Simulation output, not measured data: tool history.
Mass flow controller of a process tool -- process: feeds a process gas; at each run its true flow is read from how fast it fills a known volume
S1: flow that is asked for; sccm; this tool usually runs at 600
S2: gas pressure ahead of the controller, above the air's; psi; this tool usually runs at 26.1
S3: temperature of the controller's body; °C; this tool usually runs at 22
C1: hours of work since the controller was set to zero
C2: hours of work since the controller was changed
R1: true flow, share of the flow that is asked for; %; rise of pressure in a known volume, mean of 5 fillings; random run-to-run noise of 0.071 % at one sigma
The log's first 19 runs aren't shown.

run,hour,S1,S2,S3,C1,C2,R1
20,3717.6,719,26.1,22,1557,1557,100.57
21,3842.4,719,26.1,22,1596,1596,100.67
22,4056.1,719,25.1,22,1662,1662,100.74
23,4328.4,719,25.1,22,1747,1747,100.73
24,4608.3,719,25.1,22,1833,1833,100.81
25,4735.9,665,26.4,26,1873,1873,100.26
26,4859.6,501,23.2,22,1911,1911,100.52
27,4994.7,180,26.1,22,1953,1953,99.35
28,5143.7,180,26.1,22,1999,1999,99.47
29,5371.0,600,21.2,34,2070,2070,99.72
30,5599.7,109,28.7,33,2141,2141,97.31
31,5728.3,137,27.0,28,2181,2181,98.47
32,5848.6,600,39.5,24,2218,2218,100.06
33,6083.2,118,38.6,22,2291,2291,97.99
34,6220.6,118,21.0,28,2333,2333,98.14
35,6469.3,118,21.0,28,2410,2410,97.95
36,6591.4,188,40.3,22,2448,2448,98.99
37,6844.9,153,26.1,22,2527,2527,99.03

What does the tool deliver on the next run?
38,7058.3,426,33.5,35,2593,2593,?

For run 38 the tool returned R1 99.20 %.
On a tool with no hidden condition, and with the same random variation, this run would have come out at R1 98.82 %.

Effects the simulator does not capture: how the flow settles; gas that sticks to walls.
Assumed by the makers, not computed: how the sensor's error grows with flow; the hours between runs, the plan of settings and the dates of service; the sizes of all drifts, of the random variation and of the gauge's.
